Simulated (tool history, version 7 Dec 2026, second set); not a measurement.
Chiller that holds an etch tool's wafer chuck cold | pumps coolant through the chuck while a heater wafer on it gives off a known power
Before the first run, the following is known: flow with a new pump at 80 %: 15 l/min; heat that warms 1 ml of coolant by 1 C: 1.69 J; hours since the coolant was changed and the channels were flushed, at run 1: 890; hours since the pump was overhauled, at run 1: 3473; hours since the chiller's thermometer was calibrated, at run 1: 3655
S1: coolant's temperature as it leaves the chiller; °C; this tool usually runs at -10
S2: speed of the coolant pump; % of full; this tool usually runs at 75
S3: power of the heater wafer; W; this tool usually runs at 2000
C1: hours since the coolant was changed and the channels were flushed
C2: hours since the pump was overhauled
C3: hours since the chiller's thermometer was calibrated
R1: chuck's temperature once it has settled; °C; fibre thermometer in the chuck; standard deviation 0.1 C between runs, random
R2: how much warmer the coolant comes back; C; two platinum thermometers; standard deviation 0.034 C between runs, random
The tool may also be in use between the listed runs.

Run 1, hour 0: usual settings; C1 890; C2 3473; C3 3655. Result: R1 14.8 °C, R2 5 C.
Run 2, hour 81.5: usual settings; C1 972; C2 3555; C3 3737. Result: R1 14.8 °C, R2 4.98 C.
Run 3, hour 139.9: usual settings; C1 1030; C2 3613; C3 3795. Result: R1 14.9 °C, R2 5.02 C.
Run 4, hour 229.8: usual settings but S3 1558 W; C1 1120; C2 3703; C3 3885. Result: R1 9.2 °C, R2 3.96 C.
Run 5, hour 308.6: usual settings but S3 1558 W; C1 1199; C2 3782; C3 3964. Result: R1 9.4 °C, R2 3.9 C.
Run 6, hour 393.5: usual settings but S3 1558 W; C1 1284; C2 3867; C3 4049. Result: R1 9.2 °C, R2 3.88 C.
At hour 480: chiller's thermometer calibrated.
Run 7, hour 491.8: usual settings but S3 1558 W; C1 1381; C2 3964; C3 12. Result: R1 9.3 °C, R2 3.92 C.
Run 8, hour 609.5: usual settings but S3 1558 W; C1 1499; C2 4082; C3 130. Result: R1 9.3 °C, R2 3.91 C.
Run 9, hour 673.7: usual settings but S2 94 % of full; C1 1563; C2 4146; C3 194. Result: R1 10.3 °C, R2 3.92 C.
Run 10, hour 799: usual settings; C1 1688; C2 4271; C3 319. Result: R1 14.7 °C, R2 5.01 C.
Run 11, hour 884.4: usual settings; C1 1774; C2 4357; C3 404. Result: R1 14.7 °C, R2 4.93 C.
Run 12, hour 978.1: usual settings; C1 1867; C2 4450; C3 498. Result: R1 14.8 °C, R2 4.95 C.
Run 13, hour 1073.5: usual settings; C1 1963; C2 4546; C3 593. Result: R1 14.9 °C, R2 4.92 C.
Run 14, hour 1168.5: usual settings but S1 -17 °C, S2 86 % of full, S3 2186 W; C1 2058; C2 4641; C3 689. Result: R1 7 °C, R2 4.71 C.
Run 15, hour 1257.2: usual settings but S1 -16 °C, S2 66 % of full, S3 2176 W; C1 2147; C2 4729; C3 777. Result: R1 14.1 °C, R2 6.03 C.
Run 16, hour 1357.2: usual settings but S1 -16 °C, S2 71 % of full, S3 1880 W; C1 2247; C2 4829; C3 877. Result: R1 8.5 °C, R2 4.84 C.
Run 17, hour 1478.1: usual settings but S2 91 % of full, S3 2852 W; C1 2367; C2 4950; C3 998. Result: R1 19.9 °C, R2 5.85 C.
Run 18, hour 1541.3: usual settings but S2 91 % of full, S3 2254 W; C1 2431; C2 5013; C3 1061. Result: R1 13.7 °C, R2 4.53 C.
Run 19, hour 1607.9: usual settings but S1 -13 °C, S2 63 % of full, S3 1610 W; C1 2497; C2 5080; C3 1128. Result: R1 10.3 °C, R2 4.65 C.
Run 20, hour 1726.5: usual settings but S1 -13 °C, S2 63 % of full, S3 1610 W; C1 2616; C2 5199; C3 1246. Result: R1 10.4 °C, R2 4.67 C.
Run 21, hour 1854.4: usual settings but S1 -17 °C, S2 88 % of full, S3 1036 W; C1 2744; C2 5327; C3 1374. Result: R1 -5.9 °C, R2 2.09 C.
Run 22, hour 1986.5: usual settings but S1 -14 °C, S2 89 % of full, S3 1269 W; C1 2876; C2 5459; C3 1506. Result: R1 -0.4 °C, R2 2.5 C.
Run 23, hour 2044.6: usual settings but S1 -14 °C, S2 89 % of full, S3 1269 W; C1 2934; C2 5517; C3 1565. Result: R1 -0.6 °C, R2 2.5 C.
Run 24, hour 2137.7: usual settings but S2 67 % of full; C1 3027; C2 5610; C3 1658. Result: R1 17.3 °C, R2 5.43 C.
At hour 2209.6: gauge calibrated.
Run 25, hour 2209.6: usual settings but S2 67 % of full; C1 3099; C2 5682; C3 1730. Result: R1 17.2 °C, R2 5.66 C.

For each run, the measured value with the value that run would have given without the tool's hidden condition subtracted. The run-to-run variation is shared by both, the gauge scatter possibly not:
Unlogged tool condition in this case: heat passed by the chuck's channels, % of clean ones'; flow at a given pump speed, % of a new pump's; coolant's true temperature over the reading, C; drift of the gauge itself on chuck_c, C; drift of the gauge itself on warmer_back_c, C.
run     R2
  1     +0
  2  -0.01
  3  -0.01
  4  -0.02
  5  -0.03
  6  -0.04
  7  -0.04
  8  -0.06
  9  -0.06
 10  -0.08
 11  -0.08
 12   -0.1
 13   -0.1
 14  -0.11
 15  -0.12
 16  -0.13
 17  -0.14
 18  -0.15
 19  -0.15
 20  -0.17
 21  -0.18
 22   -0.2
 23   -0.2
 24  -0.21
 25  +0.01
R1: within 0.1 °C of the measured result in every run.
